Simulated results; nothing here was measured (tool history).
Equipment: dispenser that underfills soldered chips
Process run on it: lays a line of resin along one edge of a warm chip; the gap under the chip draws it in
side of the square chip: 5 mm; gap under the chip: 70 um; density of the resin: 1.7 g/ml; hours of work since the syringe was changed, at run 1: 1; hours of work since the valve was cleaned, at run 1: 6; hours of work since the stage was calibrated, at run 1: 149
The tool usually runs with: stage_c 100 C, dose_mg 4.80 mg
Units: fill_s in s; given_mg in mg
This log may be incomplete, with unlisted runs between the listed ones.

run   hour  stage_c  dose_mg  hours of work since the syringe was changed  hours of work since the valve was cleaned  hours of work since the stage was calibrated  fill_s  given_mg
  1    0.0      100     4.80                                            1                                          6                                           149    17.7     4.779
       8.4  -- new syringe of resin
  2    8.4      100     4.80                                            0                                         12                                           155    16.9     4.811
      18.4  -- new syringe of resin
  3   22.6      100     4.13                                            3                                         23                                           166    20.7     4.098
      27.5  -- new syringe of resin
      36.8  -- new syringe of resin
  4   38.3      100     4.13                                            1                                         34                                           177    18.5     4.088
      46.6  -- new syringe of resin
  5   48.9      100     4.13                                            2                                         42                                           185    18.8     4.094
      56.7  -- new syringe of resin
  6   60.9      109     4.80                                            3                                         51                                           194    15.8     4.735
      65.8  -- new syringe of resin
      75.4  -- new syringe of resin
  7   76.9      109     4.80                                            1                                         62                                           205    13.9     4.702
      85.1  -- new syringe of resin
  8   85.6      109     4.80                                            0                                         69                                           212    12.6     4.691
      94.3  -- new syringe of resin
  9   94.3      109     4.80                                            0                                         75                                           218    12.0     4.680
     103.4  -- dispensing valve cleaned and set on the balance
     105.1  -- new syringe of resin
 10  107.3      109     4.80                                            2                                          3                                           227    14.1     4.815
     115.3  -- new syringe of resin
 11  116.9       92     4.80                                            1                                         10                                           234    22.7     4.791
     124.3  -- new syringe of resin
 12  128.1       88     4.80                                            3                                         18                                           242    29.9     4.795
     133.6  -- new syringe of resin
     143.0  -- new syringe of resin
 13  143.6       88     4.80                                            0                                         29                                           253    25.3     4.767
     152.6  -- new syringe of resin
 14  158.6       88     4.80                                            5                                         40                                           264    32.1     4.745
     161.8  -- new syringe of resin
 15  168.7      100     4.63                                            5                                         48                                           272    23.0     4.577
     171.4  -- new syringe of resin
     180.4  -- new syringe of resin
 16  180.4      101     4.25                                            0                                         56                                           280    15.4     4.186
 17  187.9       94     4.80                                            6                                         62                                           286    27.6     4.714
     189.7  -- new syringe of resin
     199.7  -- new syringe of resin
 18  200.4       94     4.80                                            1                                         71                                           295    20.4     4.721
     209.8  -- new syringe of resin
     214.3  -- dispensing valve cleaned and set on the balance
 19  216.9       94     4.79                                            5                                          2                                           307    26.9     4.788
     220.1  -- new syringe of resin
 20  224.0       94     5.74                                            3                                          7                                           312    23.8     5.733

Predict each of these 5 candidate next runs independently; none follows another, all start after run 20:
     229.2  -- new syringe of resin
  A  237.6      100     5.43                                            6                                         17                                           322       ?         ?
     229.2  -- new syringe of resin
  B  237.6       86     4.80                                            6                                         17                                           322       ?         ?
     229.2  -- new syringe of resin
  C  237.6      112     5.22                                            6                                         17                                           322       ?         ?
     229.2  -- new syringe of resin
  D  237.6       94     4.35                                            6                                         17                                           322       ?         ?
     229.2  -- new syringe of resin
  E  237.6      105     4.41                                            6                                         17                                           322       ?         ?

run  fill_s  given_mg
  A    24.0     5.417
  B    38.2     4.759
  C    16.0     5.194
  D    29.9     4.340
  E    20.9     4.396
Without the tool's unlogged condition, the same runs would have read:
run  fill_s  given_mg
  A    16.9     5.444
  B    27.0     4.783
  C    11.1     5.220
  D    21.0     4.362
  E    14.6     4.418
